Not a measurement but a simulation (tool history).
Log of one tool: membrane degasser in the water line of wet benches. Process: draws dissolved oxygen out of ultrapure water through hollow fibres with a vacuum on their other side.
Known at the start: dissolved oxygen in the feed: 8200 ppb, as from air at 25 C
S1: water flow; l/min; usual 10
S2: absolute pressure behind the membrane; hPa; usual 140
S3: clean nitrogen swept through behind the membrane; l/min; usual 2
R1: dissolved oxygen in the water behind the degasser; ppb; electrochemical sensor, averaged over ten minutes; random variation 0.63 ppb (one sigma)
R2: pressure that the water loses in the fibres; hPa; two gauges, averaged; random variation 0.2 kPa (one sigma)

run 1 day=0 | S1=10 S2=140 S3=2 | R1=138 R2=465.1
run 2 day=2.35 | S1=10 S2=140 S3=2 | R1=137.7 R2=465.7
run 3 day=4.504 | S1=10 S2=140 S3=2 | R1=137.8 R2=463.9
run 4 day=6.767 | S1=10 S2=140 S3=2 | R1=137.5 R2=461.5
run 5 day=8.779 | S1=10 S2=140 S3=2 | R1=137.7 R2=462.9
run 6 day=11.692 | S1=10 S2=140 S3=2 | R1=137.6 R2=466
run 7 day=14.125 | S1=10 S2=140 S3=4.71 | R1=62.1 R2=465.6
run 8 day=17.492 | S1=10 S2=140 S3=4.71 | R1=62.5 R2=463.7
run 9 day=20.679 | S1=10 S2=140 S3=4.71 | R1=62.4 R2=464.6
run 10 day=24.167 | S1=10 S2=140 S3=4.71 | R1=63.4 R2=465.2
-- day=24.525 vacuum gauge calibrated
run 11 day=27.708 | S1=10 S2=140 S3=4.71 | R1=63.3 R2=465.5
run 12 day=29.996 | S1=10 S2=140 S3=4.71 | R1=63 R2=462.4
-- day=31.158 vacuum gauge calibrated, once more
run 13 day=32.529 | S1=10 S2=140 S3=2 | R1=135.5 R2=463.4
run 14 day=35.954 | S1=10 S2=209 S3=2 | R1=219.4 R2=464
run 15 day=39.425 | S1=10 S2=209 S3=2 | R1=218.8 R2=463
run 16 day=43.342 | S1=10 S2=209 S3=2 | R1=216.6 R2=464.4
run 17 day=46.162 | S1=10 S2=209 S3=2 | R1=219.4 R2=464.6
run 18 day=47.996 | S1=10 S2=91 S3=2 | R1=77.2 R2=462.7
run 19 day=50.183 | S1=10 S2=91 S3=2 | R1=77.3 R2=463.8
run 20 day=54.138 | S1=10 S2=91 S3=2 | R1=77.2 R2=464.5
run 21 day=58.225 | S1=10 S2=91 S3=2 | R1=77.1 R2=464.4
run 22 day=60.546 | S1=10 S2=91 S3=2 | R1=77.6 R2=465.7

The next listed run, before its measurement:
run 23 day=63.262 | S1=8 S2=292 S3=2 | R1=? R2=?

{"run 23": {"R1": 254.5, "R2": 372.2}}
Without the tool's hidden state the same run would have given R1 250.8 ppb, R2 367.6 hPa.
